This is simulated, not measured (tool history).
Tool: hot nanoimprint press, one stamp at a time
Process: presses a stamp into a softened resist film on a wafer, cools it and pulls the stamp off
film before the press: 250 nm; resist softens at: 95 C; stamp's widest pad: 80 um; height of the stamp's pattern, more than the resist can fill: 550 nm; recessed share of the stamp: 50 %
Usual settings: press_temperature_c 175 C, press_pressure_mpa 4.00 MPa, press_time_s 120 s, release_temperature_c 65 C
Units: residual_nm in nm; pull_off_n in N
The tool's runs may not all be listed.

| run | hour | press_temperature_c | press_pressure_mpa | press_time_s | release_temperature_c | residual_nm | pull_off_n |
|---|---|---|---|---|---|---|---|
| 1 | 0.0 | 175 | 4.00 | 120 | 65 | 107.5 | 203 |
| 2 | 36.6 | 175 | 4.79 | 120 | 65 | 96.6 | 191 |
| 3 | 62.1 | 175 | 4.00 | 120 | 65 | 107.6 | 197 |
| 4 | 124.3 | 175 | 4.00 | 120 | 65 | 107.7 | 197 |
| 5 | 152.4 | 175 | 4.00 | 120 | 65 | 107.2 | 200 |
| 6 | 182.6 | 175 | 4.00 | 120 | 65 | 107.3 | 199 |
| 7 | 224.4 | 175 | 4.00 | 120 | 65 | 107.5 | 191 |
|  | 244.1 | stamp cleaned and given a new release coat |
| 8 | 276.9 | 175 | 4.00 | 120 | 65 | 107.8 | 199 |
| 9 | 338.0 | 175 | 4.00 | 120 | 65 | 107.7 | 190 |
| 10 | 393.7 | 175 | 4.00 | 120 | 65 | 107.9 | 201 |
|  | 441.3 | plate thermocouple calibrated |
|  | 452.6 | press's hydraulic seals changed and the load cell set to zero |
| 11 | 463.1 | 175 | 4.00 | 120 | 65 | 107.8 | 208 |
| 12 | 518.8 | 175 | 4.00 | 120 | 65 | 108.1 | 199 |
| 13 | 551.1 | 175 | 4.00 | 67 | 65 | 130.1 | 201 |
|  | 576.9 | stamp cleaned and given a new release coat |
| 14 | 614.3 | 175 | 4.00 | 67 | 65 | 129.9 | 194 |
| 15 | 660.2 | 175 | 4.00 | 67 | 65 | 129.7 | 197 |

The next listed run, before its measurement:
| 16 | 719.9 | 167 | 4.67 | 96 | 59 | ? | ? |

Run 16 gave residual_nm 133.0 nm, pull_off_n 204 N.
Without the tool's hidden state the same run would have given residual_nm 132.0 nm, pull_off_n 203 N.

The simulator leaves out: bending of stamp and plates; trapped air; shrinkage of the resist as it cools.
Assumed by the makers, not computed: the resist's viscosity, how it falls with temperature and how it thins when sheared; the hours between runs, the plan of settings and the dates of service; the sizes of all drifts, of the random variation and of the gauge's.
